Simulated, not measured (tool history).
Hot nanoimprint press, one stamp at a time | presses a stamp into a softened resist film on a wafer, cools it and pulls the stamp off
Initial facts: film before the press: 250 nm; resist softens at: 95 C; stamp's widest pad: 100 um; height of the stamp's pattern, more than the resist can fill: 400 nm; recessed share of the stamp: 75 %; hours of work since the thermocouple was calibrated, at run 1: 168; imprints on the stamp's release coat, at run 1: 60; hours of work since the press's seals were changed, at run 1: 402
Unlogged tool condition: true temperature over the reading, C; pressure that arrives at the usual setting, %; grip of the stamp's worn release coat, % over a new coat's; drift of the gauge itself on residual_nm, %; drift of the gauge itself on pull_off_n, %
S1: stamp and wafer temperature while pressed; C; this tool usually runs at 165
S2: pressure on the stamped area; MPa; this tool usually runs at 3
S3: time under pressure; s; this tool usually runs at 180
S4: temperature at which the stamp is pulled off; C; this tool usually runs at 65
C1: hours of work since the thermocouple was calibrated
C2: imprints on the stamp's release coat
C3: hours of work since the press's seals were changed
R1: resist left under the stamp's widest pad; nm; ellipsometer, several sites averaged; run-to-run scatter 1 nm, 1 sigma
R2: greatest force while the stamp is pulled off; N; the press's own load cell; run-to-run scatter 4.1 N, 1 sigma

| run | hour | S1 | S2 | S3 | S4 | C1 | C2 | C3 | R1 | R2 |
|---|---|---|---|---|---|---|---|---|---|---|
| 1 | 0 | 165 | 3 | 180 | 65 | 168 | 60 | 402 | 152 | 207 |
| 2 | 27.1 | 165 | 3 | 180 | 65 | 182 | 124 | 416 | 152.1 | 217 |
| 3 | 49.8 | 165 | 3 | 180 | 65 | 195 | 177 | 429 | 153.5 | 223 |
| 4 | 71.6 | 165 | 3 | 180 | 65 | 206 | 228 | 440 | 153 | 222 |
| 5 | 87.3 | 165 | 3 | 180 | 65 | 215 | 265 | 449 | 152.7 | 227 |
| 6 | 113.2 | 165 | 3 | 180 | 65 | 229 | 326 | 463 | 154.9 | 230 |
| 7 | 129 | 165 | 2.64 | 217 | 65 | 237 | 363 | 471 | 149.8 | 240 |
|  | 134.1 | plate thermocouple calibrated |
| 8 | 147 | 165 | 2.64 | 217 | 65 | 7 | 398 | 480 | 153.8 | 241 |
| 9 | 161.2 | 165 | 2.64 | 217 | 65 | 15 | 431 | 487 | 151.6 | 240 |
| 10 | 178.3 | 160 | 3 | 180 | 65 | 24 | 471 | 497 | 185.3 | 241 |
| 11 | 203.9 | 169 | 2.69 | 356 | 58 | 38 | 531 | 510 | 107.7 | 286 |
| 12 | 219.5 | 169 | 2.69 | 167 | 58 | 46 | 568 | 519 | 140.3 | 284 |

Describe how what the log doesn't record of the tool's condition differs between the last listed run preceding each entry between runs and the first listed run following it.
After run 7, before run 8: plate thermocouple calibrated (hour 134.1)
  true temperature over the reading, C: -1.25 -> -1.7; pressure that arrives at the usual setting, %: 95.59 -> 95.53; grip of the stamp's worn release coat, % over a new coat's: 13 -> 14.3
  measured value less the no-hidden-state value, R1: +9.5 -> +12.3 nm; R2: +34 -> +38 N
